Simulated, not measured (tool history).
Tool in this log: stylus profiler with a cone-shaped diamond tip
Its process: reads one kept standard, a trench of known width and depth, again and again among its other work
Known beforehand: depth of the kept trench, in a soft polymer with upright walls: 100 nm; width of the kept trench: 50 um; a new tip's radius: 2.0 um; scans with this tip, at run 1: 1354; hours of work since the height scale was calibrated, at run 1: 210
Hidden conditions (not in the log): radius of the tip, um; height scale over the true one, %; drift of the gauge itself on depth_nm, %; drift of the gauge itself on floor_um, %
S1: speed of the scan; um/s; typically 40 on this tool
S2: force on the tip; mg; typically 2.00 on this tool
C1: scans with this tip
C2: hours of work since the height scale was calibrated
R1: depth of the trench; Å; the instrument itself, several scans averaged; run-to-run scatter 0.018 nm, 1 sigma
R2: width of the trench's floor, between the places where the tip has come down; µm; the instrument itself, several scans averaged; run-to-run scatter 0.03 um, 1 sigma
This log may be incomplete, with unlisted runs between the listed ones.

run   hour   S1    S2    C1   C2      R1     R2
  1    0.0   40  2.00  1354  210  1007.4  48.45
  2    8.7   40  1.32  1377  213  1005.6  48.34
  3   15.9   40  1.32  1397  216  1005.6  48.32
  4   23.6   10  1.32  1417  220  1005.6  48.62
  5   34.8   10  1.32  1447  224  1006.0  48.59
  6   47.3   10  1.32  1480  229  1005.8  48.60
  7   56.2   40  2.00  1504  233  1007.0  48.43
  8   67.2   40  2.00  1533  237  1007.2  48.42
  9   75.6   40  2.00  1555  241  1007.4  48.46
 10   83.7   40  2.00  1577  244  1007.5  48.43
 11   94.7   40  3.38  1606  249  1009.9  48.51
 12  102.7   40  1.29  1627  252  1005.2  48.36
 13  112.8  103  1.29  1654  256  1005.7  47.81
 14  127.3   40  2.00  1693  262  1007.4  48.45
 15  137.8   80  2.00  1721  267  1007.7  48.13
 16  150.4   80  2.00  1754  272  1007.5  48.18
 17  167.1   80  2.00  1799  279  1007.1  48.14
     169.1  -- height scale calibrated on a step standard
 18  182.8   80  2.00  1839    6  1007.9  48.13
 19  192.7   74  2.00  1865   10  1007.9  48.20
 20  204.3   74  2.00  1896   14  1008.0  48.17
 21  216.1   36  2.00  1927   19  1008.0  48.46
 22  223.4   36  1.83  1947   22  1007.7  48.45
 23  231.1   19  2.53  1967   26  1009.2  48.53
     232.4  -- height scale calibrated on a step standard, once more
 24  240.9   75  2.26  1992    4  1007.3  48.18
 25  258.1   36  5.08  2038   11  1012.1  48.52
 26  265.9   36  5.08  2058   14  1012.1  48.55
 27  280.0   40  2.02  2096   20  1006.5  48.38
 28  293.2   40  2.02  2131   25  1006.7  48.40
 29  306.7   10  4.74  2167   31  1011.6  48.60
 30  323.2   10  4.74  2211   37  1011.9  48.62
 31  337.6   40  0.70  2249   43  1003.2  48.18
 32  347.5  102  0.70  2275   47  1003.8  47.55
 33  363.4   10  2.25  2317   54  1007.3  48.61
 34  378.3   25  1.59  2357   60  1005.7  48.48
 35  388.9   10  1.85  2385   64  1006.5  48.60
 36  398.8  132  2.84  2412   69  1008.4  47.91
 37  412.5  132  2.84  2448   74  1008.1  47.91
 38  426.7   40  3.14  2486   80  1009.2  48.46
 39  437.8   26  2.70  2515   85  1008.1  48.49

Selected run-to-run steps in R1, each split into two signed amounts: the part the tool would show with no hidden state at all (from settings, incoming material and random variation), and the remainder, which goes to the hidden state together with any gauge scatter not common to the measured and the hidden-state-free results:
Run 9 -> 10: nothing adjusted, nothing logged. R1 +0.1 Å: hidden state +0.1, all else +0.0.
Run 17 -> 18: height scale calibrated on a step standard. R1 +0.8 Å: hidden state +0.5, all else +0.3.
Run 23 -> 24: S1 19 -> 75, S2 2.53 -> 2.26, height scale calibrated on a step standard, once more. R1 -1.9 Å: hidden state -1.6, all else -0.3.
Run 26 -> 27: S1 36 -> 40, S2 5.08 -> 2.02. R1 -5.6 Å: hidden state +0.0, all else -5.6.
Run 28 -> 29: S1 40 -> 10, S2 2.02 -> 4.74. R1 +4.9 Å: hidden state +0.0, all else +4.9.
Run 30 -> 31: S1 10 -> 40, S2 4.74 -> 0.70. R1 -8.7 Å: hidden state +0.1, all else -8.8.
